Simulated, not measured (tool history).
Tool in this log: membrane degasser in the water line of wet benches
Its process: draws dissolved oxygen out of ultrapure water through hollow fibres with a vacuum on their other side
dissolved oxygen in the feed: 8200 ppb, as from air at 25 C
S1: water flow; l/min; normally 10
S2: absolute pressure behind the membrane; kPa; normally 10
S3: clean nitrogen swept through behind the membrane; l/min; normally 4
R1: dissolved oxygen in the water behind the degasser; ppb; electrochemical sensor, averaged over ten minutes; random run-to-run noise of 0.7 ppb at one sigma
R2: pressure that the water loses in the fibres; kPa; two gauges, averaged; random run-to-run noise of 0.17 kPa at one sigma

run   hour  S1   S2    S3     R1     R2
  1      0  10   10     4   67.8  26.59
  2   46.7  10   10     4   67.1  26.44
  3  127.1  10   10     4   67.3  26.01
  4  182.6  10   10     4   67.9  26.72
     190.2  -- vacuum gauge calibrated
  5  256.6  10   10     4   68.8  26.45
  6  356.9  10   10     4   67.2  26.38
  7  412.6  10  8.1  2.22   81.9   26.5
  8    502  14  8.2  4.09  116.9  37.02
  9  578.5  11  8.5  2.94   87.2   29.2

The next listed run, before its measurement:
 10  634.5  10  10  2.73   ?   ?

{"run 10": {"R1": 88.9, "R2": 26.59}}
Minus the tool's unlogged condition, the same run would have read R1 83 ppb, R2 26.28 kPa.
